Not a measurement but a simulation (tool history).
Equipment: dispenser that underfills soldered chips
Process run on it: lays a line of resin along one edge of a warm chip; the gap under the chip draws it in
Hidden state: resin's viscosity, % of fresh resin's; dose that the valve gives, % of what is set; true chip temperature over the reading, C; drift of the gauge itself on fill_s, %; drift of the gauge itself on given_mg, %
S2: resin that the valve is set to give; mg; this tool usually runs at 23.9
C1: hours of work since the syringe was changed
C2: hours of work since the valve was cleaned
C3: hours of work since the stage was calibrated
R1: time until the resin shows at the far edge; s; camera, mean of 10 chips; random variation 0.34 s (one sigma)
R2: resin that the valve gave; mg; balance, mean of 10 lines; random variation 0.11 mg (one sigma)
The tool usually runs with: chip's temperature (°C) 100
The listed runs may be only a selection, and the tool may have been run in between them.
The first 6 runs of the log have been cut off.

{"hour": 65.4, "done": "new syringe of resin"}
{"run": 7, "hour": 68.9, "chip's temperature (°C)": 114, "S2": 23.9, "C1": 3, "C2": 76, "C3": 423, "R1": 14.6, "R2": 22.14}
{"hour": 73.6, "done": "new syringe of resin"}
{"run": 8, "hour": 77.4, "chip's temperature (°C)": 100, "S2": 23.9, "C1": 3, "C2": 82, "C3": 430, "R1": 21.9, "R2": 22.1}
{"hour": 81.8, "done": "new syringe of resin"}
{"run": 9, "hour": 85.7, "chip's temperature (°C)": 93, "S2": 23.9, "C1": 3, "C2": 88, "C3": 436, "R1": 27.1, "R2": 21.96}
{"hour": 89.8, "done": "new syringe of resin"}
{"hour": 92.1, "done": "dispensing valve cleaned and set on the balance"}
{"hour": 98.6, "done": "new syringe of resin"}
{"run": 10, "hour": 100.4, "chip's temperature (°C)": 100, "S2": 23.9, "C1": 1, "C2": 6, "C3": 445, "R1": 17.9, "R2": 23.8}
{"hour": 106.8, "done": "new syringe of resin"}
{"run": 11, "hour": 113.5, "chip's temperature (°C)": 100, "S2": 23.9, "C1": 5, "C2": 16, "C3": 455, "R1": 26.0, "R2": 23.59}
{"hour": 114.6, "done": "new syringe of resin"}
{"hour": 122.7, "done": "new syringe of resin"}
{"run": 12, "hour": 124.6, "chip's temperature (°C)": 100, "S2": 26.2, "C1": 1, "C2": 24, "C3": 463, "R1": 19.1, "R2": 25.82}
{"hour": 130.3, "done": "new syringe of resin"}
{"run": 13, "hour": 137.1, "chip's temperature (°C)": 100, "S2": 26.2, "C1": 5, "C2": 33, "C3": 472, "R1": 25.6, "R2": 25.44}
{"hour": 138.9, "done": "new syringe of resin"}
{"hour": 147.3, "done": "new syringe of resin"}
{"run": 14, "hour": 147.5, "chip's temperature (°C)": 100, "S2": 26.2, "C1": 0, "C2": 40, "C3": 480, "R1": 16.8, "R2": 25.44}
{"hour": 154.8, "done": "new syringe of resin"}
{"hour": 155.8, "done": "stage's temperature calibrated"}
{"run": 15, "hour": 162.9, "chip's temperature (°C)": 90, "S2": 23.9, "C1": 5, "C2": 51, "C3": 5, "R1": 34.1, "R2": 22.93}
{"hour": 164.4, "done": "new syringe of resin"}
{"hour": 172.0, "done": "new syringe of resin"}
{"hour": 179.7, "done": "new syringe of resin"}
{"run": 16, "hour": 179.7, "chip's temperature (°C)": 90, "S2": 23.9, "C1": 0, "C2": 63, "C3": 17, "R1": 21.1, "R2": 22.67}
{"hour": 187.5, "done": "new syringe of resin"}
{"run": 17, "hour": 192.5, "chip's temperature (°C)": 90, "S2": 23.9, "C1": 4, "C2": 72, "C3": 27, "R1": 30.1, "R2": 22.24}
{"hour": 195.5, "done": "new syringe of resin"}
{"hour": 203.8, "done": "new syringe of resin"}
{"run": 18, "hour": 206.0, "chip's temperature (°C)": 109, "S2": 21.0, "C1": 2, "C2": 82, "C3": 37, "R1": 14.6, "R2": 19.49}
{"hour": 212.1, "done": "new syringe of resin"}
{"hour": 220.0, "done": "new syringe of resin"}
{"hour": 221.0, "done": "dispensing valve cleaned and set on the balance"}
{"run": 19, "hour": 221.8, "chip's temperature (°C)": 109, "S2": 21.0, "C1": 1, "C2": 1, "C3": 47, "R1": 13.2, "R2": 21.11}
{"hour": 228.5, "done": "new syringe of resin"}
{"run": 20, "hour": 233.3, "chip's temperature (°C)": 101, "S2": 24.5, "C1": 4, "C2": 9, "C3": 56, "R1": 20.7, "R2": 24.54}
{"hour": 237.0, "done": "new syringe of resin"}
{"hour": 245.2, "done": "new syringe of resin"}
{"run": 21, "hour": 245.2, "chip's temperature (°C)": 106, "S2": 20.4, "C1": 0, "C2": 18, "C3": 64, "R1": 14.8, "R2": 20.09}
{"hour": 252.7, "done": "new syringe of resin"}
{"run": 22, "hour": 255.8, "chip's temperature (°C)": 95, "S2": 24.6, "C1": 2, "C2": 25, "C3": 72, "R1": 22.1, "R2": 24.06}
{"hour": 260.2, "done": "new syringe of resin"}
{"hour": 268.0, "done": "new syringe of resin"}
{"run": 23, "hour": 271.7, "chip's temperature (°C)": 100, "S2": 27.1, "C1": 3, "C2": 37, "C3": 83, "R1": 20.1, "R2": 26.24}
{"hour": 276.0, "done": "new syringe of resin"}
{"run": 24, "hour": 279.6, "chip's temperature (°C)": 86, "S2": 26.8, "C1": 3, "C2": 43, "C3": 89, "R1": 29.5, "R2": 25.88}
{"hour": 284.2, "done": "new syringe of resin"}
{"run": 25, "hour": 288.0, "chip's temperature (°C)": 86, "S2": 26.8, "C1": 3, "C2": 49, "C3": 95, "R1": 30.4, "R2": 25.65}
{"hour": 292.1, "done": "new syringe of resin"}
{"hour": 300.3, "done": "new syringe of resin"}
{"run": 26, "hour": 304.0, "chip's temperature (°C)": 115, "S2": 24.4, "C1": 3, "C2": 60, "C3": 107, "R1": 14.1, "R2": 23.17}
{"hour": 308.2, "done": "new syringe of resin"}
{"run": 27, "hour": 313.9, "chip's temperature (°C)": 104, "S2": 28.1, "C1": 4, "C2": 68, "C3": 114, "R1": 20.3, "R2": 26.25}
{"hour": 316.1, "done": "new syringe of resin"}
{"hour": 324.2, "done": "new syringe of resin"}
{"run": 28, "hour": 326.4, "chip's temperature (°C)": 100, "S2": 25.0, "C1": 2, "C2": 76, "C3": 123, "R1": 18.4, "R2": 23.09}
{"hour": 332.9, "done": "new syringe of resin"}
{"run": 29, "hour": 334.0, "chip's temperature (°C)": 106, "S2": 22.7, "C1": 1, "C2": 82, "C3": 129, "R1": 14.8, "R2": 21.15}
{"hour": 341.3, "done": "new syringe of resin"}
{"hour": 349.5, "done": "dispensing valve cleaned and set on the balance"}
{"hour": 349.9, "done": "new syringe of resin"}
{"run": 30, "hour": 349.9, "chip's temperature (°C)": 91, "S2": 22.7, "C1": 0, "C2": 0, "C3": 139, "R1": 21.4, "R2": 22.67}
{"run": 31, "hour": 357.0, "chip's temperature (°C)": 96, "S2": 25.6, "C1": 5, "C2": 5, "C3": 145, "R1": 28.9, "R2": 25.63}

Predict each of these 5 candidate next runs independently; none follows another, all start after run 31:
{"hour": 358.3, "done": "new syringe of resin"}
{"hour": 366.3, "done": "new syringe of resin"}
{"run": "A", "hour": 369.7, "chip's temperature (°C)": 101, "S2": 30.4, "C1": 3, "C2": 15, "C3": 154, "R1": "?", "R2": "?"}
{"hour": 358.3, "done": "new syringe of resin"}
{"hour": 366.3, "done": "new syringe of resin"}
{"run": "B", "hour": 369.7, "chip's temperature (°C)": 115, "S2": 21.3, "C1": 3, "C2": 15, "C3": 154, "R1": "?", "R2": "?"}
{"hour": 358.3, "done": "new syringe of resin"}
{"hour": 366.3, "done": "new syringe of resin"}
{"run": "C", "hour": 369.7, "chip's temperature (°C)": 99, "S2": 25.0, "C1": 3, "C2": 15, "C3": 154, "R1": "?", "R2": "?"}
{"hour": 358.3, "done": "new syringe of resin"}
{"hour": 366.3, "done": "new syringe of resin"}
{"run": "D", "hour": 369.7, "chip's temperature (°C)": 92, "S2": 23.9, "C1": 3, "C2": 15, "C3": 154, "R1": "?", "R2": "?"}
{"hour": 358.3, "done": "new syringe of resin"}
{"hour": 366.3, "done": "new syringe of resin"}
{"run": "E", "hour": 369.7, "chip's temperature (°C)": 93, "S2": 30.8, "C1": 3, "C2": 15, "C3": 154, "R1": "?", "R2": "?"}

run=A R1=19.0 R2=30.12
run=B R1=13.9 R2=21.26
run=C R1=20.4 R2=24.78
run=D R1=24.8 R2=23.36
run=E R1=24.4 R2=30.54
Stripped of hidden state, with their random variation kept, the same runs would have yielded:
run=A R1=15.3 R2=30.50
run=B R1=11.1 R2=21.52
run=C R1=16.3 R2=25.09
run=D R1=19.8 R2=23.66
run=E R1=19.6 R2=30.93
